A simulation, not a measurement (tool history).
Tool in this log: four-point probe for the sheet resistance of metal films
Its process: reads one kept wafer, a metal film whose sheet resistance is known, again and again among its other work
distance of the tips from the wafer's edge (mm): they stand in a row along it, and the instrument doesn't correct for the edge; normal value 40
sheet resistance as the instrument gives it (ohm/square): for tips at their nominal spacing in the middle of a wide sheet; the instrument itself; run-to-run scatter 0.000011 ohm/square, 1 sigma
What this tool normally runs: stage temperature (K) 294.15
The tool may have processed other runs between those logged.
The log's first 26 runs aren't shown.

run	hour	stage temperature (K)	distance of the tips from the wafer's edge (mm)	sheet resistance as the instrument gives it (ohm/square)
27	556.5	297.15	35	0.053795
28	568.7	303.15	21	0.053719
29	586.3	296.15	5	0.054294
30	604.5	296.15	5	0.054294
31	625.6	293.15	34	0.053895
32	650.5	299.15	54	0.05378
33	671.3	291.15	5	0.054417
34	692	306.15	10	0.053752
35	716.1	293.15	5	0.054381

Predict each of these 5 candidate next runs independently; none follows another, all start after run 35:
A	730.2	293.15	3	?
B	730.2	291.15	34	?
C	730.2	294.15	20	?
D	730.2	296.15	47	?
E	730.2	297.15	5	?

run	sheet resistance as the instrument gives it (ohm/square)
A	0.055205
B	0.053961
C	0.053908
D	0.053859
E	0.054275
The same runs, with their run-to-run variation unchanged, on a tool lacking any hidden condition would have given:
run	sheet resistance as the instrument gives it (ohm/square)
A	0.055155
B	0.053912
C	0.053859
D	0.053811
E	0.054226
